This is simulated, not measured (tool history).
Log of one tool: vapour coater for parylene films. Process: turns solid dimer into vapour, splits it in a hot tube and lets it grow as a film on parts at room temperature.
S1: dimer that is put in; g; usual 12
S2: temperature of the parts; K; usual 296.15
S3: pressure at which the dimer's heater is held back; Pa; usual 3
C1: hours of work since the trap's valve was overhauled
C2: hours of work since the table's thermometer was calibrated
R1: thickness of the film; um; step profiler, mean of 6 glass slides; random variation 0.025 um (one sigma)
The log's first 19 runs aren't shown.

Run 20, day 21.725: usual settings but S1 17 g, S3 6.21 Pa; C1 212; C2 419. Result: R1 8.97 um.
Run 21, day 23.142: usual settings but S3 2.3 Pa; C1 238; C2 445. Result: R1 7.37 um.
At day 23.704: trap's valve overhauled.
Run 22, day 24.25: usual settings but S1 11 g, S2 292.15 K; C1 10; C2 462. Result: R1 7.13 um.
Run 23, day 24.983: usual settings but S1 10 g, S2 305.15 K, S3 6.57 Pa; C1 23; C2 475. Result: R1 4.21 um.
Run 24, day 26.421: usual settings but S1 11 g, S2 305.15 K, S3 8.5 Pa; C1 49; C2 501. Result: R1 4.42 um.
Run 25, day 27.25: usual settings but S1 11 g, S2 305.15 K, S3 8.5 Pa; C1 64; C2 516. Result: R1 4.41 um.
Run 26, day 28.417: usual settings but S1 15 g, S2 294.15 K, S3 10.54 Pa; C1 85; C2 538. Result: R1 7.63 um.
Run 27, day 29.771: usual settings but S2 305.15 K, S3 6.14 Pa; C1 110; C2 562. Result: R1 5.13 um.
Run 28, day 30.758: usual settings but S2 305.15 K, S3 6.14 Pa; C1 128; C2 580. Result: R1 5.1 um.
Run 29, day 31.429: usual settings but S2 289.15 K, S3 7.95 Pa; C1 140; C2 592. Result: R1 7.24 um.
Run 30, day 32.033: usual settings but S2 295.15 K, S3 2.92 Pa; C1 151; C2 603. Result: R1 7.25 um.

3 ways to go on from here, each from the tool as it stands after run 30. What would each give?
Run A, day 32.633: usual settings but S1 10 g, S2 308.15 K, S3 2.5 Pa; C1 162; C2 614. Result: R1 ?.
Run B, day 32.633: usual settings but S1 7 g; C1 162; C2 614. Result: R1 ?.
Run C, day 32.633: usual settings but S1 11 g; C1 162; C2 614. Result: R1 ?.

run    R1
  A   4.5
  B   4.1
  C  6.46
Without the tool's hidden state the same runs would have given:
run    R1
  A  4.51
  B  4.11
  C  6.48

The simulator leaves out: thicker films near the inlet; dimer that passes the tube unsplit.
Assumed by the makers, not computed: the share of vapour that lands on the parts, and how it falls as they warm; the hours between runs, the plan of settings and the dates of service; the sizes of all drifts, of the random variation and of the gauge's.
